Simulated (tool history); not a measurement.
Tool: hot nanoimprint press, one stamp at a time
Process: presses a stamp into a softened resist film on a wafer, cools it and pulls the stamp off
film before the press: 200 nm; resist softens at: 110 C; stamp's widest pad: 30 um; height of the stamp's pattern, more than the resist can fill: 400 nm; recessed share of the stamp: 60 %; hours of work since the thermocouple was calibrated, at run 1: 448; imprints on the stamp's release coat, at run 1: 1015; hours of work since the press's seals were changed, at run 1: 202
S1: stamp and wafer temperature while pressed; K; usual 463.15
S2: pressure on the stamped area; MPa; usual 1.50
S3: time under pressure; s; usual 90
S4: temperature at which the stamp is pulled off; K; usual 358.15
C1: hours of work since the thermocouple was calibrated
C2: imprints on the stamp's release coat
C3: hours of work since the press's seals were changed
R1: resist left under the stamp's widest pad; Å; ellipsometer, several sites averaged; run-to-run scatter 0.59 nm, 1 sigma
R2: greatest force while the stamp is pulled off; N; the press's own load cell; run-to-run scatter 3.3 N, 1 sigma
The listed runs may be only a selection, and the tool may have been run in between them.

run	hour	S1	S2	S3	S4	C1	C2	C3	R1	R2
1	0.0	463.15	1.50	90	358.15	448	1015	202	841	230
2	5.9	463.15	1.50	90	358.15	452	1033	206	835	238
3	13.0	463.15	1.50	90	358.15	457	1056	211	839	243
4	21.0	463.15	1.50	90	358.15	463	1081	217	857	243
5	27.1	463.15	1.97	90	358.15	467	1101	221	758	241
6	36.0	463.15	1.97	90	358.15	473	1129	227	743	246
7	40.8	463.15	1.97	90	358.15	477	1144	231	739	243
8	51.4	463.15	1.97	90	358.15	484	1178	238	750	243
9	59.4	463.15	1.97	90	358.15	490	1204	244	745	252
10	69.3	463.15	1.97	90	358.15	497	1235	251	757	249
11	74.3	466.15	1.97	137	347.15	500	1251	254	575	326
12	81.8	460.15	1.50	82	358.15	505	1275	260	951	250
13	90.1	475.15	1.50	90	365.15	511	1301	265	608	232
14	98.4	475.15	1.47	90	348.15	517	1328	271	622	315
15	105.8	475.15	1.47	90	348.15	522	1351	276	606	315
16	115.6	475.15	1.47	90	348.15	529	1382	283	608	327
17	122.0	458.15	1.47	90	365.15	534	1403	288	991	230
# hour 128.1: plate thermocouple calibrated
18	135.2	458.15	1.19	90	362.15	5	1435	295	1037	243
19	140.4	472.15	1.94	72	362.15	9	1451	298	617	233

Expected results for the next run?
# hour 147.8: stamp cleaned and given a new release coat
20	153.5	463.15	2.28	90	350.15	14	18	303	?	?

Logged for run 20: R1 671 Å, R2 182 N.
Were there no unlogged condition in the tool, this run, its random variation unchanged, would have produced R1 666 Å, R2 181 N.
